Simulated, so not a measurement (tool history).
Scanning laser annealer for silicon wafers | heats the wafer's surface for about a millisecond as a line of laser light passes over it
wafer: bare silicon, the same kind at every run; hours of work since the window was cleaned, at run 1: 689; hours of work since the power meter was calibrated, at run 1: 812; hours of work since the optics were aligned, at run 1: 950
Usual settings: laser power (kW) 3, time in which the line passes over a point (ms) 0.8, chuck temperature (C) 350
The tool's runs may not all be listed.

run,hour,laser power (kW),time in which the line passes over a point (ms),chuck temperature (C),hours of work since the window was cleaned,hours of work since the power meter was calibrated,hours of work since the optics were aligned,highest temperature of the surface (C)
1,0,3,0.8,350,689,812,950,1110
2,28.2,3.042,0.8,350,700,823,962,1119
3,63.3,3.042,0.8,350,714,837,976,1118
4,104.1,2.879,0.8,350,731,854,992,1080
5,157.6,2.879,0.8,350,752,875,1014,1077
6,179.9,2.879,0.8,350,761,884,1023,1077
7,222.4,2.879,0.8,350,779,902,1040,1079
8,257.3,2.879,0.8,350,793,916,1054,1079
9,280.4,3,0.8,350,802,925,1064,1106
10,332.1,3,0.8,339,823,946,1084,1096
11,357.2,3,0.645,357,833,956,1095,1040
12,398.1,3.277,0.8,350,850,972,1111,1176
13,426.8,3.277,0.8,368,861,984,1123,1192
14,463.2,3.005,0.8,350,876,999,1137,1102
# hour 488.4: window over the wafer cleaned
15,494.4,2.614,0.954,339,2,1011,1149,1074

The next listed run, before its measurement:
16,520.9,2.614,0.954,339,13,1021,1160,?

{"run 16": {"highest temperature of the surface (C)": 1073}}
Without the tool's hidden state the same run would have given highest temperature of the surface (C) 1074.
